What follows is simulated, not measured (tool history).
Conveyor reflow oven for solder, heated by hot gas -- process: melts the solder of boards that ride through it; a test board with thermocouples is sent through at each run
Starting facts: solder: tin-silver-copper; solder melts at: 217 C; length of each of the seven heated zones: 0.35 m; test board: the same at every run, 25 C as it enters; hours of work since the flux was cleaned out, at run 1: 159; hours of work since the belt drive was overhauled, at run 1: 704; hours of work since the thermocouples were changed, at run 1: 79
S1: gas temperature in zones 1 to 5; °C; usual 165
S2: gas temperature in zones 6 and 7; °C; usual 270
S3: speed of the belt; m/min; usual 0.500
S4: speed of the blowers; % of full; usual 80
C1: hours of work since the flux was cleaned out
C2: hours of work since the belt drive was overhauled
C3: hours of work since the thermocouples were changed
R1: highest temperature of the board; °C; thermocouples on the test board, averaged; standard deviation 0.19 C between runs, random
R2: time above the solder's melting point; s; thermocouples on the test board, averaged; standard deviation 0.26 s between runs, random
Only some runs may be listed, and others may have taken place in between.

run	hour	S1	S2	S3	S4	C1	C2	C3	R1	R2
1	0.0	165	270	0.500	80	159	704	79	253.5	61.5
2	7.6	165	270	0.500	80	163	708	83	253.5	61.3
3	16.2	165	263	0.500	80	168	713	88	247.7	56.0
# hour 22.3: flux residue cleaned out of gas plates and filters
4	27.7	165	270	0.500	80	3	716	92	253.7	61.2
5	38.4	165	270	0.403	80	9	722	97	259.8	83.2
6	45.0	165	270	0.403	80	13	726	101	259.9	83.5
7	54.4	165	270	0.403	80	18	731	106	259.6	83.1
8	63.5	165	280	0.500	80	23	736	111	262.8	67.2
9	72.1	165	270	0.500	85	27	741	116	254.7	61.8
10	82.0	165	270	0.500	85	33	746	122	254.5	62.0
11	89.8	158	270	0.500	85	37	751	126	253.5	58.9
12	96.3	165	280	0.500	80	41	754	129	262.6	66.6
13	109.3	165	270	0.486	80	48	761	137	254.7	63.6
14	122.5	165	270	0.482	80	55	769	144	255.0	64.1
15	128.4	165	270	0.482	80	59	772	147	255.0	65.0
16	135.8	165	270	0.482	80	63	776	151	254.8	64.9
17	145.8	165	270	0.500	55	68	782	157	248.3	54.9
18	156.3	160	276	0.462	71	74	787	163	259.2	68.7
19	168.7	165	282	0.500	80	81	794	169	264.4	68.7
20	179.0	158	270	0.469	80	87	800	175	254.7	64.2
21	188.0	158	270	0.587	80	91	805	180	246.3	43.5
22	198.5	160	270	0.500	61	97	811	186	249.0	54.4
23	211.0	160	270	0.500	61	104	818	193	248.7	54.2
24	222.8	168	279	0.500	80	111	824	199	262.2	67.8
25	232.5	162	279	0.419	52	116	829	205	261.3	78.5
26	239.9	163	270	0.500	80	120	834	209	253.5	60.1
# hour 251.7: belt drive overhauled, speed set with a stopwatch
27	256.3	160	279	0.500	80	127	3	216	261.0	64.8
28	262.2	160	279	0.500	80	130	6	219	261.4	64.3
29	272.1	160	279	0.500	80	136	11	224	260.8	63.9
30	278.5	160	284	0.500	80	139	15	228	265.3	67.2
31	287.3	160	284	0.500	80	144	20	233	265.3	67.1

Branching from run 31: 4 alternative next runs. What would each branch give?
A	295.4	160	285	0.500	80	149	24	237	?	?
B	295.4	174	270	0.592	80	149	24	237	?	?
C	295.4	160	284	0.580	80	149	24	237	?	?
D	295.4	160	284	0.419	67	149	24	237	?	?

run	R1	R2
A	266.1	67.5
B	249.2	49.6
C	259.4	53.9
D	269.1	83.7
With no hidden state in the tool, these same runs would have given:
run	R1	R2
A	266.3	67.6
B	249.3	49.7
C	259.6	54.0
D	269.2	83.8

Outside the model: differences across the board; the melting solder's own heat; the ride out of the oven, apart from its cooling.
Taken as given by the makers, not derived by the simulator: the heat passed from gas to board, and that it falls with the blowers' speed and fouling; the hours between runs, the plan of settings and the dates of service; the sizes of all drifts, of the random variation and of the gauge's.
